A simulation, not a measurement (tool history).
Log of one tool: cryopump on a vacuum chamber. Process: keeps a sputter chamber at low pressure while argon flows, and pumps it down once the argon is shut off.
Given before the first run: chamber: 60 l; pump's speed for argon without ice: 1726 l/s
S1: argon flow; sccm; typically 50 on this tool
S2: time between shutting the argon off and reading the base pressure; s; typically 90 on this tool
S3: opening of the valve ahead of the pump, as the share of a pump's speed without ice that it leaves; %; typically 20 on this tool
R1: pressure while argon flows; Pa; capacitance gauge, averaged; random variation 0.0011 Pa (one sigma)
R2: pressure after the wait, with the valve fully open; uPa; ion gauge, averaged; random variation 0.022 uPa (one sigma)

{"run": 1, "hour": 0.0, "S1": 50, "S2": 90, "S3": 20, "R1": 0.2467, "R2": 1.13}
{"run": 2, "hour": 20.1, "S1": 50, "S2": 90, "S3": 20, "R1": 0.2452, "R2": 1.15}
{"run": 3, "hour": 44.8, "S1": 50, "S2": 90, "S3": 20, "R1": 0.2449, "R2": 1.17}
{"run": 4, "hour": 70.2, "S1": 50, "S2": 90, "S3": 20, "R1": 0.2466, "R2": 1.17}
{"run": 5, "hour": 92.4, "S1": 47, "S2": 90, "S3": 20, "R1": 0.234, "R2": 1.2}
{"hour": 117.8, "done": "leaking fittings of the chamber tightened, without venting"}
{"run": 6, "hour": 123.4, "S1": 47, "S2": 90, "S3": 20, "R1": 0.2321, "R2": 0.58}
{"run": 7, "hour": 154.1, "S1": 47, "S2": 90, "S3": 20, "R1": 0.2326, "R2": 0.59}
{"run": 8, "hour": 171.5, "S1": 47, "S2": 90, "S3": 20, "R1": 0.2331, "R2": 0.59}
{"run": 9, "hour": 190.6, "S1": 47, "S2": 102, "S3": 20, "R1": 0.2348, "R2": 0.58}
{"run": 10, "hour": 217.8, "S1": 50, "S2": 112, "S3": 20, "R1": 0.2486, "R2": 0.59}
{"run": 11, "hour": 238.5, "S1": 50, "S2": 112, "S3": 20, "R1": 0.2502, "R2": 0.59}
{"run": 12, "hour": 256.4, "S1": 50, "S2": 90, "S3": 20, "R1": 0.2508, "R2": 0.63}
{"run": 13, "hour": 279.4, "S1": 50, "S2": 90, "S3": 20, "R1": 0.2488, "R2": 0.66}
{"run": 14, "hour": 295.3, "S1": 50, "S2": 90, "S3": 20, "R1": 0.2514, "R2": 0.64}
{"run": 15, "hour": 317.4, "S1": 50, "S2": 90, "S3": 20, "R1": 0.2509, "R2": 0.66}
{"run": 16, "hour": 350.1, "S1": 50, "S2": 90, "S3": 20, "R1": 0.2515, "R2": 0.7}
{"run": 17, "hour": 365.5, "S1": 50, "S2": 90, "S3": 20, "R1": 0.2517, "R2": 0.65}
{"run": 18, "hour": 392.6, "S1": 37, "S2": 40, "S3": 51, "R1": 0.0765, "R2": 1.19}
{"run": 19, "hour": 422.2, "S1": 32, "S2": 151, "S3": 20, "R1": 0.1622, "R2": 0.61}
{"run": 20, "hour": 441.5, "S1": 30, "S2": 27, "S3": 25, "R1": 0.1216, "R2": 1.57}
{"run": 21, "hour": 469.8, "S1": 32, "S2": 90, "S3": 20, "R1": 0.163, "R2": 0.79}
{"run": 22, "hour": 493.4, "S1": 96, "S2": 90, "S3": 37, "R1": 0.2721, "R2": 0.78}
{"run": 23, "hour": 511.8, "S1": 82, "S2": 90, "S3": 17, "R1": 0.4883, "R2": 0.81}
{"run": 24, "hour": 535.8, "S1": 26, "S2": 21, "S3": 30, "R1": 0.0899, "R2": 2.05}
{"run": 25, "hour": 560.2, "S1": 26, "S2": 21, "S3": 30, "R1": 0.0911, "R2": 2.01}
{"run": 26, "hour": 581.6, "S1": 26, "S2": 21, "S3": 30, "R1": 0.09, "R2": 2.04}
{"run": 27, "hour": 607.6, "S1": 26, "S2": 21, "S3": 30, "R1": 0.0908, "R2": 2.03}
{"run": 28, "hour": 623.5, "S1": 27, "S2": 141, "S3": 44, "R1": 0.0667, "R2": 0.73}
{"run": 29, "hour": 652.5, "S1": 27, "S2": 233, "S3": 44, "R1": 0.0667, "R2": 0.67}
{"run": 30, "hour": 667.9, "S1": 27, "S2": 233, "S3": 44, "R1": 0.0669, "R2": 0.66}
{"run": 31, "hour": 684.0, "S1": 45, "S2": 23, "S3": 46, "R1": 0.1074, "R2": 2}
{"run": 32, "hour": 708.2, "S1": 50, "S2": 40, "S3": 24, "R1": 0.2192, "R2": 1.4}
{"run": 33, "hour": 733.2, "S1": 50, "S2": 40, "S3": 24, "R1": 0.2192, "R2": 1.46}
{"run": 34, "hour": 751.4, "S1": 50, "S2": 40, "S3": 24, "R1": 0.218, "R2": 1.45}

Consider 4 possible next runs. They are alternatives, not a sequence: every one starts from the tool as it was left by run 34. What does each give?
{"run": "A", "hour": 770.9, "S1": 50, "S2": 50, "S3": 24, "R1": "?", "R2": "?"}
{"run": "B", "hour": 770.9, "S1": 37, "S2": 277, "S3": 20, "R1": "?", "R2": "?"}
{"run": "C", "hour": 770.9, "S1": 31, "S2": 52, "S3": 24, "R1": "?", "R2": "?"}
{"run": "D", "hour": 770.9, "S1": 50, "S2": 90, "S3": 24, "R1": "?", "R2": "?"}

run=A R1=0.2195 R2=1.31
run=B R1=0.1931 R2=0.74
run=C R1=0.1353 R2=1.24
run=D R1=0.2194 R2=1
Stripped of hidden state, with their random variation kept, the same runs would have yielded:
run=A R1=0.2043 R2=0.87
run=B R1=0.1819 R2=0.31
run=C R1=0.126 R2=0.81
run=D R1=0.2043 R2=0.56

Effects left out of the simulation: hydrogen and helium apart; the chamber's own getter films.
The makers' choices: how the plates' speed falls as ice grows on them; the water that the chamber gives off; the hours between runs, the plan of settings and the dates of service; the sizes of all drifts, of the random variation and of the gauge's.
